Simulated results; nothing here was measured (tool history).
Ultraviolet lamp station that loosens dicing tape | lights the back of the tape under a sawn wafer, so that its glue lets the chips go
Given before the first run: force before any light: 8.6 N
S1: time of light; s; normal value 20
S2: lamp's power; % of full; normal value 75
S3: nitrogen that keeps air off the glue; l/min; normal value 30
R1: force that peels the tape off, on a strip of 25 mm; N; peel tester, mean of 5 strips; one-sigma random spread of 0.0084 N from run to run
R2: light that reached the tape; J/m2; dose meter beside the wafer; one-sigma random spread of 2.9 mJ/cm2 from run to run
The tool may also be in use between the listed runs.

Run 1, day 0.000: usual settings. Result: R1 0.793 N, R2 2980 J/m2.
Run 2, day 2.438: usual settings. Result: R1 1.052 N, R2 2670 J/m2.
Run 3, day 4.600: usual settings but S1 30 s. Result: R1 0.469 N, R2 3780 J/m2.
Run 4, day 7.412: usual settings but S1 30 s. Result: R1 0.564 N, R2 3490 J/m2.
Run 5, day 10.454: usual settings but S1 30 s. Result: R1 0.261 N, R2 4900 J/m2.
Run 6, day 12.388: usual settings but S3 19 l/min. Result: R1 1.125 N, R2 3120 J/m2.
Run 7, day 15.521: usual settings but S1 12 s, S3 19 l/min. Result: R1 2.649 N, R2 1720 J/m2.
Run 8, day 18.633: usual settings but S1 12 s, S3 19 l/min. Result: R1 2.928 N, R2 1630 J/m2.
Run 9, day 21.167: usual settings but S1 12 s, S2 62 % of full, S3 19 l/min. Result: R1 3.631 N, R2 1240 J/m2.
Run 10, day 23.688: usual settings but S2 84 % of full. Result: R1 0.699 N, R2 3270 J/m2.
Run 11, day 26.308: usual settings. Result: R1 1.016 N, R2 2730 J/m2.
Run 12, day 28.717: usual settings. Result: R1 1.094 N, R2 2570 J/m2.
Run 13, day 31.096: usual settings. Result: R1 1.229 N, R2 2440 J/m2.
Run 14, day 33.075: usual settings. Result: R1 1.357 N, R2 2360 J/m2.
Run 15, day 35.575: usual settings. Result: R1 1.065 N, R2 2670 J/m2.
Run 16, day 38.571: usual settings. Result: R1 1.176 N, R2 2460 J/m2.
Run 17, day 40.788: usual settings. Result: R1 1.306 N, R2 2330 J/m2.
Run 18, day 42.383: usual settings. Result: R1 1.413 N, R2 2260 J/m2.
Run 19, day 43.942: usual settings. Result: R1 1.471 N, R2 2180 J/m2.
Run 20, day 45.854: usual settings. Result: R1 1.184 N, R2 2470 J/m2.
Run 21, day 47.588: usual settings. Result: R1 1.336 N, R2 2370 J/m2.
Run 22, day 49.904: usual settings. Result: R1 1.467 N, R2 2230 J/m2.
Run 23, day 52.692: usual settings but S1 23 s, S2 89 % of full. Result: R1 0.927 N, R2 2830 J/m2.
Run 24, day 55.408: usual settings but S1 25 s, S2 88 % of full. Result: R1 0.911 N, R2 2820 J/m2.
Run 25, day 56.954: usual settings but S1 22 s, S2 67 % of full, S3 13 l/min. Result: R1 2.503 N, R2 2250 J/m2.
Run 26, day 58.975: usual settings but S2 96 % of full, S3 17 l/min. Result: R1 0.381 N, R2 5230 J/m2.
Run 27, day 60.321: usual settings but S2 96 % of full, S3 17 l/min. Result: R1 0.423 N, R2 5100 J/m2.
Run 28, day 63.017: usual settings but S2 96 % of full, S3 17 l/min. Result: R1 0.485 N, R2 4880 J/m2.
Run 29, day 65.396: usual settings but S2 96 % of full, S3 17 l/min. Result: R1 0.541 N, R2 4560 J/m2.
Run 30, day 67.650: usual settings but S2 96 % of full, S3 17 l/min. Result: R1 0.594 N, R2 4380 J/m2.
Run 31, day 70.225: usual settings but S2 96 % of full, S3 17 l/min. Result: R1 0.424 N, R2 5070 J/m2.
Run 32, day 73.362: usual settings but S2 96 % of full, S3 17 l/min. Result: R1 0.496 N, R2 4730 J/m2.
Run 33, day 75.842: usual settings but S2 96 % of full, S3 17 l/min. Result: R1 0.564 N, R2 4540 J/m2.
Run 34, day 77.362: usual settings but S1 25 s, S2 86 % of full, S3 49 l/min. Result: R1 0.178 N, R2 4840 J/m2.
Run 35, day 80.033: usual settings but S1 25 s, S2 86 % of full, S3 49 l/min. Result: R1 0.188 N, R2 4610 J/m2.
Run 36, day 81.912: usual settings but S1 25 s, S2 86 % of full, S3 49 l/min. Result: R1 0.140 N, R2 5250 J/m2.
Run 37, day 83.358: usual settings but S1 21 s, S2 95 % of full, S3 17 l/min. Result: R1 0.491 N, R2 4730 J/m2.
Run 38, day 85.450: usual settings but S1 21 s, S2 95 % of full, S3 17 l/min. Result: R1 0.555 N, R2 4480 J/m2.
Run 39, day 87.725: usual settings but S2 98 % of full, S3 20 l/min. Result: R1 0.554 N, R2 4180 J/m2.
Run 40, day 90.200: usual settings but S1 14 s, S2 94 % of full, S3 50 l/min. Result: R1 0.666 N, R2 2690 J/m2.
Run 41, day 91.758: usual settings but S1 14 s, S2 94 % of full, S3 50 l/min. Result: R1 0.728 N, R2 2600 J/m2.
Run 42, day 94.029: usual settings but S2 76 % of full. Result: R1 0.602 N, R2 3440 J/m2.
Run 43, day 96.775: usual settings but S1 25 s, S2 87 % of full, S3 13 l/min. Result: R1 0.675 N, R2 4600 J/m2.

Removed from this log: 10 entries logged between the listed runs. Between which two listed runs does each belong, and how does the tool's hidden state at the listed run before it compare with that at the listed run after it?
After run 1, before run 2: window cleaned of glue's vapour (day 1.842)
  lamp's light, % of a new lamp's: 81.1 -> 79.8; light that the window lets through, % of a clean one's: 84.8 -> 76.7
  what was measured, less what the result would be without the hidden state, R1: +0.474 -> +0.719 N; R2: -1360 -> -1680 J/m2
After run 4, before run 5: window cleaned of glue's vapour, once more (day 9.608)
  lamp's light, % of a new lamp's: 77.4 -> 75.9; light that the window lets through, % of a clean one's: 70 -> 98.4
  what was measured, less what the result would be without the hidden state, R1: +0.425 -> +0.118 N; R2: -2960 -> -1650 J/m2
After run 9, before run 10: window cleaned of glue's vapour (day 21.396)
  lamp's light, % of a new lamp's: 70.7 -> 69.4; light that the window lets through, % of a clean one's: 82.5 -> 96.4
  what was measured, less what the result would be without the hidden state, R1: +1.614 -> +0.435 N; R2: -890 -> -1620 J/m2
After run 14, before run 15: window cleaned of glue's vapour (day 33.229)
  lamp's light, % of a new lamp's: 64.8 -> 63.5; light that the window lets through, % of a clean one's: 83.3 -> 96.8
  what was measured, less what the result would be without the hidden state, R1: +1.012 -> +0.722 N; R2: -1990 -> -1680 J/m2
After run 19, before run 20: window cleaned of glue's vapour (day 44.992)
  lamp's light, % of a new lamp's: 59.1 -> 58.3; light that the window lets through, % of a clean one's: 85.4 -> 98.1
  what was measured, less what the result would be without the hidden state, R1: +1.138 -> +0.849 N; R2: -2140 -> -1850 J/m2
After run 24, before run 25: window cleaned of glue's vapour (day 56.750)
  lamp's light, % of a new lamp's: 53.4 -> 52.7; light that the window lets through, % of a clean one's: 84.1 -> 99.3
  what was measured, less what the result would be without the hidden state, R1: +0.770 -> +1.660 N; R2: -3470 -> -2010 J/m2
After run 25, before run 26: lamp changed (day 58.975)
  lamp's light, % of a new lamp's: 52.7 -> 98.1; light that the window lets through, % of a clean one's: 99.3 -> 96.2
  what was measured, less what the result would be without the hidden state, R1: +1.660 -> +0.052 N; R2: -2010 -> -310 J/m2
After run 30, before run 31: window cleaned of glue's vapour (day 68.712)
  lamp's light, % of a new lamp's: 93.9 -> 92.6; light that the window lets through, % of a clean one's: 83.9 -> 97.9
  what was measured, less what the result would be without the hidden state, R1: +0.265 -> +0.093 N; R2: -1170 -> -520 J/m2
After run 35, before run 36: window cleaned of glue's vapour (day 80.600)
  lamp's light, % of a new lamp's: 87.8 -> 86.9; light that the window lets through, % of a clean one's: 84.2 -> 96.9
  what was measured, less what the result would be without the hidden state, R1: +0.074 -> +0.030 N; R2: -1620 -> -980 J/m2
After run 41, before run 42: window cleaned of glue's vapour (day 92.371)
  lamp's light, % of a new lamp's: 82.2 -> 81.1; light that the window lets through, % of a clean one's: 83.2 -> 96.8
  what was measured, less what the result would be without the hidden state, R1: +0.439 -> +0.270 N; R2: -1200 -> -930 J/m2
